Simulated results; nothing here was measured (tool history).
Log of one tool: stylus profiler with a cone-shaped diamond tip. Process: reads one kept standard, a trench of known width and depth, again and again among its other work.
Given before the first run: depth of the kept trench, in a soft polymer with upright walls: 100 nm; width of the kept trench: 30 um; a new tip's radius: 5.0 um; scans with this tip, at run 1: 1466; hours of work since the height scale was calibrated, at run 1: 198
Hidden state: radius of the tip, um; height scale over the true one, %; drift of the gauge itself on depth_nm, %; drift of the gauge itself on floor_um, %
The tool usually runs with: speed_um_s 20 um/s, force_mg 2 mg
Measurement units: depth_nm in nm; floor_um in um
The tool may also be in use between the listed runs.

run,hour,speed_um_s,force_mg,scans with this tip,hours of work since the height scale was calibrated,depth_nm,floor_um
1,0,20,2,1466,198,100.88,27.9
2,60.4,20,2,1801,243,100.87,27.9
3,147.1,20,2,2281,308,100.93,27.83
4,237.6,20,2,2782,376,100.92,27.81
5,304.4,20,2,3151,426,100.9,27.82
6,424.1,20,2,3814,515,101.02,27.82
7,496.1,20,1.72,4213,569,100.92,27.81
8,617.6,20,1.72,4886,660,101.02,27.76
9,692.7,24,1.72,5301,716,100.95,27.73
10,817.8,24,1.72,5994,810,101.09,27.73
11,897.1,10,1.24,6433,869,101.02,27.74
12,1004.7,14,0.9,7029,949,100.9,27.69
13,1127.6,9,1.39,7709,1041,101.1,27.72
14,1205.6,12,1.17,8141,1100,101.08,27.69

Subtracting, for every run, the result it would have given without the tool's unlogged condition from the measured result gives the following. The same run-to-run variation enters both numbers; the gauge's scatter may not:
run,depth_nm,floor_um
1,+0.13,-0.06
2,+0.15,-0.08
3,+0.19,-0.09
4,+0.21,-0.11
5,+0.23,-0.12
6,+0.27,-0.15
7,+0.3,-0.16
8,+0.34,-0.18
9,+0.37,-0.2
10,+0.41,-0.22
11,+0.43,-0.24
12,+0.47,-0.26
13,+0.52,-0.28
14,+0.54,-0.29

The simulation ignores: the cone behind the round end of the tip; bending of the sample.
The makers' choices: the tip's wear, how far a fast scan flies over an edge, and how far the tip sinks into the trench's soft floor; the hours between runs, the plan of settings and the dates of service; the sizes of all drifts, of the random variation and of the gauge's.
